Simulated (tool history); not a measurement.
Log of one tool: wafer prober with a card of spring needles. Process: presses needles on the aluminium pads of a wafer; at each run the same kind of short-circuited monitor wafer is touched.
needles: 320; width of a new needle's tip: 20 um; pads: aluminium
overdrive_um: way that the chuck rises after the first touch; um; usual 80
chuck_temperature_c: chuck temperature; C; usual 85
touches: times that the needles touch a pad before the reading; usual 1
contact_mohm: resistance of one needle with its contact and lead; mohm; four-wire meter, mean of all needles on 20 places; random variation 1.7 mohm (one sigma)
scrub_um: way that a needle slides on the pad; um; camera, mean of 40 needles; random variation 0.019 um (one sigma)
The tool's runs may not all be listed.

| run | hour | overdrive_um | chuck_temperature_c | touches | contact_mohm | scrub_um |
|---|---|---|---|---|---|---|
| 1 | 0.0 | 80 | 85 | 1 | 181 | 15.99 |
|  | 27.9 | tips cleaned on abrasive film |
|  | 64.0 | tips cleaned on abrasive film |
| 2 | 73.6 | 80 | 85 | 1 | 187 | 15.93 |
|  | 102.4 | tips cleaned on abrasive film |
| 3 | 127.6 | 80 | 85 | 1 | 202 | 15.89 |
|  | 138.7 | tips cleaned on abrasive film |
| 4 | 161.1 | 80 | 85 | 1 | 203 | 15.89 |
|  | 176.0 | tips cleaned on abrasive film |
| 5 | 207.0 | 80 | 85 | 1 | 205 | 15.85 |
|  | 212.9 | tips cleaned on abrasive film |
|  | 249.9 | tips cleaned on abrasive film |
| 6 | 256.9 | 80 | 85 | 1 | 183 | 15.85 |
|  | 287.4 | tips cleaned on abrasive film |
|  | 327.5 | tips cleaned on abrasive film |
| 7 | 328.5 | 80 | 85 | 1 | 172 | 15.84 |
|  | 357.4 | height of the first contact set anew |
|  | 364.8 | tips cleaned on abrasive film |
|  | 399.6 | tips cleaned on abrasive film |
| 8 | 411.6 | 80 | 85 | 1 | 190 | 15.72 |
|  | 435.0 | tips cleaned on abrasive film |
| 9 | 449.7 | 80 | 85 | 1 | 194 | 15.71 |
|  | 476.0 | tips cleaned on abrasive film |
|  | 512.6 | tips cleaned on abrasive film |
| 10 | 527.5 | 80 | 85 | 1 | 197 | 15.70 |
|  | 547.3 | tips cleaned on abrasive film |
|  | 581.4 | tips cleaned on abrasive film |
| 11 | 603.3 | 80 | 85 | 3 | 180 | 15.67 |
|  | 615.9 | tips cleaned on abrasive film |
| 12 | 640.2 | 80 | 85 | 3 | 179 | 15.58 |
|  | 650.7 | tips cleaned on abrasive film |
|  | 690.8 | tips cleaned on abrasive film |
| 13 | 707.1 | 82 | 85 | 1 | 196 | 15.99 |
|  | 732.1 | tips cleaned on abrasive film |
| 14 | 750.5 | 82 | 85 | 1 | 199 | 15.97 |
|  | 767.0 | tips cleaned on abrasive film |
| 15 | 797.5 | 82 | 73 | 1 | 202 | 15.94 |
|  | 803.2 | tips cleaned on abrasive film |
|  | 840.3 | tips cleaned on abrasive film |
| 16 | 849.0 | 62 | 32 | 2 | 185 | 11.88 |
|  | 855.0 | height of the first contact set anew, once more |
|  | 877.7 | tips cleaned on abrasive film |
| 17 | 900.9 | 94 | 76 | 2 | 179 | 18.94 |
|  | 912.5 | tips cleaned on abrasive film |
|  | 947.0 | tips cleaned on abrasive film |
|  | 981.2 | tips cleaned on abrasive film |
| 18 | 981.9 | 84 | 102 | 2 | 173 | 16.86 |
|  | 1016.6 | tips cleaned on abrasive film |
|  | 1052.6 | tips cleaned on abrasive film |
| 19 | 1055.7 | 98 | 28 | 1 | 158 | 19.65 |
|  | 1089.4 | tips cleaned on abrasive film |
| 20 | 1106.3 | 67 | 27 | 2 | 182 | 13.40 |
|  | 1126.9 | tips cleaned on abrasive film |
|  | 1167.2 | tips cleaned on abrasive film |
| 21 | 1168.9 | 67 | 27 | 2 | 168 | 13.38 |
|  | 1207.0 | tips cleaned on abrasive film |
| 22 | 1223.1 | 98 | 27 | 3 | 162 | 19.61 |
|  | 1241.7 | tips cleaned on abrasive film |
|  | 1279.9 | tips cleaned on abrasive film |
| 23 | 1288.8 | 80 | 60 | 1 | 181 | 15.97 |
|  | 1314.5 | tips cleaned on abrasive film |
|  | 1352.6 | tips cleaned on abrasive film |
| 24 | 1371.1 | 80 | 60 | 1 | 196 | 15.90 |
|  | 1389.8 | tips cleaned on abrasive film |
|  | 1429.7 | tips cleaned on abrasive film |
| 25 | 1446.5 | 67 | 60 | 2 | 193 | 13.24 |
|  | 1467.3 | tips cleaned on abrasive film |
|  | 1502.7 | tips cleaned on abrasive film |
| 26 | 1524.6 | 83 | 46 | 1 | 191 | 16.46 |
|  | 1540.0 | tips cleaned on abrasive film |
| 27 | 1559.7 | 61 | 85 | 2 | 206 | 11.98 |
|  | 1574.4 | tips cleaned on abrasive film |
|  | 1608.3 | height of the first contact set anew |
|  | 1613.8 | tips cleaned on abrasive film |
| 28 | 1614.6 | 83 | 110 | 1 | 177 | 16.70 |
|  | 1650.9 | tips cleaned on abrasive film |
| 29 | 1650.9 | 83 | 110 | 1 | 176 | 16.69 |
|  | 1686.8 | tips cleaned on abrasive film |
|  | 1721.1 | tips cleaned on abrasive film |
| 30 | 1722.8 | 80 | 66 | 2 | 166 | 16.05 |

3 ways to go on from here, each from the tool as it stands after run 30. What would each give?
|  | 1756.7 | tips cleaned on abrasive film |
| A | 1786.7 | 60 | 85 | 1 | ? | ? |
|  | 1756.7 | tips cleaned on abrasive film |
| B | 1786.7 | 80 | 39 | 1 | ? | ? |
|  | 1756.7 | tips cleaned on abrasive film |
| C | 1786.7 | 80 | 85 | 1 | ? | ? |

| run | contact_mohm | scrub_um |
|---|---|---|
| A | 236 | 12.00 |
| B | 200 | 16.04 |
| C | 204 | 16.03 |
Without the tool's hidden state the same runs would have given:
| run | contact_mohm | scrub_um |
|---|---|---|
| A | 173 | 12.08 |
| B | 159 | 16.12 |
| C | 166 | 16.11 |
